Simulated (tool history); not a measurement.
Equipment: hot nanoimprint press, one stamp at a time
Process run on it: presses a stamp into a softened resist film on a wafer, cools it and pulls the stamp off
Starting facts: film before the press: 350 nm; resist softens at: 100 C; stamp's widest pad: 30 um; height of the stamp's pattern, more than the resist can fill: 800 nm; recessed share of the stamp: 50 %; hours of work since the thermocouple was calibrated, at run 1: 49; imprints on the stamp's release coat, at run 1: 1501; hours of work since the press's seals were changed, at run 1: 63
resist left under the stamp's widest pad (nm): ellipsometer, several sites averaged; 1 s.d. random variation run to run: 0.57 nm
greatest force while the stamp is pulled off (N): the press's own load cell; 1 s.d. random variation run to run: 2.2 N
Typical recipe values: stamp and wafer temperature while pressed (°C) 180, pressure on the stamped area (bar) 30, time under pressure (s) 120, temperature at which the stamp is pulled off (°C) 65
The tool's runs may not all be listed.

run	hour	stamp and wafer temperature while pressed (°C)	pressure on the stamped area (bar)	time under pressure (s)	temperature at which the stamp is pulled off (°C)	hours of work since the thermocouple was calibrated	imprints on the stamp's release coat	hours of work since the press's seals were changed	resist left under the stamp's widest pad (nm)	greatest force while the stamp is pulled off (N)
1	0	180	30	120	65	49	1501	63	181.1	140
2	11.9	180	30	120	56	55	1523	69	180.7	148
3	21.6	180	30	120	65	61	1541	74	181.2	139
4	35.5	180	30	120	65	68	1567	81	181.7	137
5	42.5	180	30	120	65	72	1580	85	180.4	141
6	52.5	180	30	120	65	77	1598	90	181.6	137
7	64.4	180	30	120	65	83	1620	97	182	139
8	73	180	35.9	120	65	88	1637	101	167.9	137
# hour 81.5: stamp cleaned and given a new release coat
9	87.9	180	35.9	120	65	92	12	106	168.2	138
10	96.3	180	35.9	120	65	97	28	110	169.6	136
11	104.5	180	35.9	120	65	101	43	115	168	131
12	113.5	180	30	64	65	106	59	119	222.9	136
13	128.4	180	30	120	65	114	87	127	180.8	141
14	135.5	180	30	120	65	118	100	131	181.9	141
15	146.2	180	30	120	65	123	120	137	181.9	139
16	160.1	180	30	120	65	131	146	144	182.6	132
17	172.8	180	30	120	65	138	169	151	182.2	136
18	185.7	183	30	120	66	144	193	158	167.6	136
19	200.5	183	30	120	66	152	221	166	168.4	134
20	209.6	189	19.1	235	65	157	237	170	135.8	137
21	224.6	190	30	200	67	165	265	178	113.9	139
22	237.1	169	26.5	119	65	172	288	185	251.2	134
23	251.9	180	30	192	65	179	316	193	154	137
24	258.5	180	30	192	65	183	328	196	153.7	138
25	270.8	180	30	192	65	189	351	203	154.4	138
26	282.7	173	30	210	65	196	373	209	183.9	136
27	297.5	173	30	210	65	204	400	217	184.1	136
28	308.7	180	30	210	59	210	421	223	148.9	143
29	315.7	180	30	210	59	213	434	227	149.6	144
30	328.6	171	39.1	103	59	220	458	234	222	143
31	337.4	191	47.4	108	65	225	474	238	115.2	138

Selected run-to-run steps in resist left under the stamp's widest pad (nm), each split into two signed amounts: the part the tool would show with no hidden state at all (from settings, incoming material and random variation), and the remainder, which goes to the hidden state together with any gauge scatter not common to the measured and the hidden-state-free results:
Hidden conditions of the tool in this case: true temperature over the reading, C; pressure that arrives at the usual setting, %; grip of the stamp's worn release coat, % over a new coat's; drift of the gauge itself on residual_nm, %; drift of the gauge itself on pull_off_n, %.
Run 21 -> 22: stamp and wafer temperature while pressed (°C) 190 -> 169, pressure on the stamped area (bar) 30 -> 26.5, time under pressure (s) 200 -> 119, temperature at which the stamp is pulled off (°C) 67 -> 65. resist left under the stamp's widest pad (nm) +137.3: hidden state +2.1, all else +135.2.
Run 22 -> 23: stamp and wafer temperature while pressed (°C) 169 -> 180, pressure on the stamped area (bar) 26.5 -> 30, time under pressure (s) 119 -> 192. resist left under the stamp's widest pad (nm) -97.2: hidden state -1.3, all else -95.9.
Run 29 -> 30: stamp and wafer temperature while pressed (°C) 180 -> 171, pressure on the stamped area (bar) 30 -> 39.1, time under pressure (s) 210 -> 103. resist left under the stamp's widest pad (nm) +72.4: hidden state +1.6, all else +70.8.
Run 30 -> 31: stamp and wafer temperature while pressed (°C) 171 -> 191, pressure on the stamped area (bar) 39.1 -> 47.4, time under pressure (s) 103 -> 108, temperature at which the stamp is pulled off (°C) 59 -> 65. resist left under the stamp's widest pad (nm) -106.8: hidden state -2.1, all else -104.7.
